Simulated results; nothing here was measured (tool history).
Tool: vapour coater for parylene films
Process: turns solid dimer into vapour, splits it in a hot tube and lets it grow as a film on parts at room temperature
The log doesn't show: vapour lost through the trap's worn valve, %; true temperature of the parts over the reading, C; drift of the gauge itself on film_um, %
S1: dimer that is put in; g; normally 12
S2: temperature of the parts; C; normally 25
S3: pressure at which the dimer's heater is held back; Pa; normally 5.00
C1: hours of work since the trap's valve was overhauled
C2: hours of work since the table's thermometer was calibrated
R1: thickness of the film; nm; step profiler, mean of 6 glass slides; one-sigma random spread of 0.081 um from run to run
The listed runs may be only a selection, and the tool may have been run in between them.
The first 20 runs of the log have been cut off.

{"run": 21, "day": 20.079, "S1": 13, "S2": 21, "S3": 11.02, "C1": 175, "C2": 829, "R1": 10450}
{"run": 22, "day": 21.317, "S1": 16, "S2": 21, "S3": 11.02, "C1": 196, "C2": 850, "R1": 12570}
{"run": 23, "day": 22.708, "S1": 10, "S2": 31, "S3": 11.02, "C1": 220, "C2": 874, "R1": 4900}
{"run": 24, "day": 24.112, "S1": 10, "S2": 31, "S3": 11.02, "C1": 244, "C2": 898, "R1": 4830}
{"run": 25, "day": 25.329, "S1": 11, "S2": 32, "S3": 2.46, "C1": 265, "C2": 919, "R1": 7200}
{"day": 26.112, "done": "trap's valve overhauled"}
{"run": 26, "day": 26.45, "S1": 14, "S2": 18, "S3": 5.0, "C1": 6, "C2": 936, "R1": 15310}
{"run": 27, "day": 27.779, "S1": 14, "S2": 18, "S3": 5.0, "C1": 29, "C2": 959, "R1": 15410}
{"run": 28, "day": 28.571, "S1": 6, "S2": 35, "S3": 9.09, "C1": 42, "C2": 972, "R1": 2730}
{"run": 29, "day": 29.312, "S1": 9, "S2": 23, "S3": 6.97, "C1": 55, "C2": 985, "R1": 7510}
{"run": 30, "day": 29.908, "S1": 9, "S2": 23, "S3": 6.97, "C1": 66, "C2": 996, "R1": 7570}
{"run": 31, "day": 30.821, "S1": 12, "S2": 25, "S3": 10.34, "C1": 81, "C2": 1011, "R1": 8240}
{"run": 32, "day": 31.862, "S1": 16, "S2": 22, "S3": 4.3, "C1": 99, "C2": 1029, "R1": 15450}
{"run": 33, "day": 32.638, "S1": 19, "S2": 31, "S3": 4.3, "C1": 113, "C2": 1043, "R1": 11950}

What will run 34 give?
{"run": 34, "day": 33.45, "S1": 19, "S2": 31, "S3": 4.3, "C1": 127, "C2": 1057, "R1": "?"}

For run 34 the tool returned R1 11920 nm.
The same run, on a tool lacking any hidden state, would have yielded R1 12010 nm.
